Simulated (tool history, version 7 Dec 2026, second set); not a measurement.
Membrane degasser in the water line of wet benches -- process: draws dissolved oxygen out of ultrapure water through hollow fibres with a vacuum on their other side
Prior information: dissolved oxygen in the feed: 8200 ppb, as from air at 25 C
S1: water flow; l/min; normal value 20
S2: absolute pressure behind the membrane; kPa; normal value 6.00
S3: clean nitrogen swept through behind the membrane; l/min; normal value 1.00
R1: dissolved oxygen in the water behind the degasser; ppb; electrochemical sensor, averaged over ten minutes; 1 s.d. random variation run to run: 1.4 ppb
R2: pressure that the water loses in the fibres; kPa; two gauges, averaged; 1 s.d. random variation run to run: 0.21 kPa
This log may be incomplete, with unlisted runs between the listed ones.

run,hour,S1,S2,S3,R1,R2
1,0.0,20,6.00,1.00,136.9,46.49
2,57.4,20,6.00,1.00,134.5,46.28
3,117.2,20,6.00,1.00,135.0,46.49
4,146.6,20,6.00,1.00,136.4,46.56
5,196.7,20,6.00,1.00,136.5,46.03
6,227.8,13,8.95,1.00,172.1,30.30
7,271.7,15,7.30,1.00,140.4,34.83
8,312.4,15,4.30,0.81,49.7,34.83
9,359.9,15,4.30,0.81,48.1,34.25
10,407.1,21,6.64,0.75,215.2,48.26

Below are 3 alternative next runs, each starting from the tool's condition after run 10. Predict each:
A,454.2,28,6.00,1.00,?,?
B,454.2,20,6.00,0.98,?,?
C,454.2,23,6.48,0.68,?,?

run,R1,R2
A,209.2,64.45
B,138.4,46.47
C,246.4,53.29
Had the tool no hidden state, the same runs would have come out as:
run,R1,R2
A,209.0,65.28
B,138.3,47.07
C,246.3,53.98
